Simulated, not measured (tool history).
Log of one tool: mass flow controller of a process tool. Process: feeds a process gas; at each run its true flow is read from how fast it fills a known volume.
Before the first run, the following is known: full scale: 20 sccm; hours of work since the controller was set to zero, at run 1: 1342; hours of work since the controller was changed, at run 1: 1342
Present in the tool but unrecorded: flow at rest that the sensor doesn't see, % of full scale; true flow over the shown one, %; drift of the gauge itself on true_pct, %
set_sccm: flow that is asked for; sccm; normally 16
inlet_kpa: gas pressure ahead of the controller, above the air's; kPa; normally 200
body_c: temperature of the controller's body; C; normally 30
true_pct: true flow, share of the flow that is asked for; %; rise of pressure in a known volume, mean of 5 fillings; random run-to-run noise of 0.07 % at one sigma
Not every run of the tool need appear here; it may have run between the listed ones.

run	hour	set_sccm	inlet_kpa	body_c	hours of work since the controller was set to zero	hours of work since the controller was changed	true_pct
1	0	16	200	30	1342	1342	99.08
2	53.6	16	198	30	1375	1375	99.37
3	125.9	16	198	30	1418	1418	99.31
4	174.4	16	198	30	1448	1448	99.41
5	247.5	16	200	37	1492	1492	98.89
6	294.8	16	200	37	1520	1520	98.89
7	356	16	200	26	1557	1557	99.64
8	453.1	16	200	26	1616	1616	99.75
9	516.6	16	200	30	1654	1654	99.38
10	600.8	16	200	30	1705	1705	99.34
11	643.4	16	200	30	1731	1731	99.32
12	715.4	3	200	30	1774	1774	97.08
# hour 723.3: controller's zero set anew
13	808.1	4	218	21	51	1830	98.05
14	864.4	16	200	22	85	1864	100
15	950.7	16	252	40	137	1916	98.37
16	992.1	11	266	30	162	1941	98.43
17	1066.5	11	261	27	207	1986	98.8
18	1130.7	11	200	29	246	2024	98.93
19	1171	2	191	30	270	2049	95.66
20	1216.3	8	247	21	297	2076	98.84
# hour 1265.7: controller's zero set anew, once more
21	1265.7	2	145	30	0	2105	98.8

Here are 5 independent what-if runs from the current tool condition. What would each one return?
A	1348.9	4	200	37	50	2156	?
B	1348.9	14	200	23	50	2156	?
C	1348.9	2	198	29	50	2156	?
D	1348.9	16	167	30	50	2156	?
E	1348.9	16	200	39	50	2156	?

run	true_pct
A	98.2
B	100.18
C	98.5
D	99.87
E	99.03
The same runs, with their run-to-run variation unchanged, on a tool lacking any hidden condition would have given:
run	true_pct
A	97.82
B	99.73
C	98.22
D	99.41
E	98.57
